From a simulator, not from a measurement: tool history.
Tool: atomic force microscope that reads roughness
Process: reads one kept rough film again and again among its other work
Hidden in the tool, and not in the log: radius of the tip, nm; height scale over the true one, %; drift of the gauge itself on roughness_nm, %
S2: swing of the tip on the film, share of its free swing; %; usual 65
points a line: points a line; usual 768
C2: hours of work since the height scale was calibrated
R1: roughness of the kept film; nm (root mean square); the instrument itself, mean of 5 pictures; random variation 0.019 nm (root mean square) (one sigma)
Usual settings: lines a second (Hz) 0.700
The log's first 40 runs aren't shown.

run 41 hour=1348.0 | lines_a_second_(Hz)=0.733 S2=78 points_a_line=688 | pictures_with_this_tip=114 C2=1050 | R1=4.237
run 42 hour=1373.2 | lines_a_second_(Hz)=2.761 S2=75 points_a_line=751 | pictures_with_this_tip=145 C2=1061 | R1=3.695
run 43 hour=1407.1 | lines_a_second_(Hz)=2.761 S2=67 points_a_line=318 | pictures_with_this_tip=187 C2=1075 | R1=3.781
run 44 hour=1451.3 | lines_a_second_(Hz)=2.761 S2=67 points_a_line=318 | pictures_with_this_tip=242 C2=1094 | R1=3.707
-- hour=1464.1 height scale calibrated on a step standard
run 45 hour=1483.8 | lines_a_second_(Hz)=2.761 S2=67 points_a_line=318 | pictures_with_this_tip=281 C2=8 | R1=3.534
run 46 hour=1512.1 | lines_a_second_(Hz)=2.761 S2=67 points_a_line=318 | pictures_with_this_tip=317 C2=20 | R1=3.476
run 47 hour=1536.0 | lines_a_second_(Hz)=0.664 S2=75 points_a_line=768 | pictures_with_this_tip=346 C2=31 | R1=3.690
-- hour=1543.2 new tip fitted
run 48 hour=1583.0 | lines_a_second_(Hz)=0.664 S2=75 points_a_line=768 | pictures_with_this_tip=49 C2=50 | R1=4.307
run 49 hour=1620.7 | lines_a_second_(Hz)=0.777 S2=79 points_a_line=305 | pictures_with_this_tip=96 C2=66 | R1=4.087
run 50 hour=1662.6 | lines_a_second_(Hz)=1.071 S2=65 points_a_line=768 | pictures_with_this_tip=148 C2=84 | R1=4.123
run 51 hour=1695.2 | lines_a_second_(Hz)=2.256 S2=61 points_a_line=929 | pictures_with_this_tip=189 C2=98 | R1=3.947
run 52 hour=1731.8 | lines_a_second_(Hz)=0.700 S2=58 points_a_line=971 | pictures_with_this_tip=234 C2=114 | R1=4.050
run 53 hour=1782.1 | lines_a_second_(Hz)=0.700 S2=86 points_a_line=974 | pictures_with_this_tip=297 C2=135 | R1=3.678

4 ways to go on from here, each from the tool as it stands after run 53. What would each give?
run A hour=1822.4 | lines_a_second_(Hz)=1.063 S2=86 points_a_line=974 | pictures_with_this_tip=347 C2=152 | R1=?
run B hour=1822.4 | lines_a_second_(Hz)=3.083 S2=61 points_a_line=803 | pictures_with_this_tip=347 C2=152 | R1=?
run C hour=1822.4 | lines_a_second_(Hz)=3.381 S2=72 points_a_line=768 | pictures_with_this_tip=347 C2=152 | R1=?
run D hour=1822.4 | lines_a_second_(Hz)=0.713 S2=58 points_a_line=974 | pictures_with_this_tip=347 C2=152 | R1=?

run=A R1=3.464
run=B R1=3.585
run=C R1=3.275
run=D R1=3.825
Without the tool's hidden state the same runs would have given:
run=A R1=4.130
run=B R1=4.274
run=C R1=3.906
run=D R1=4.558
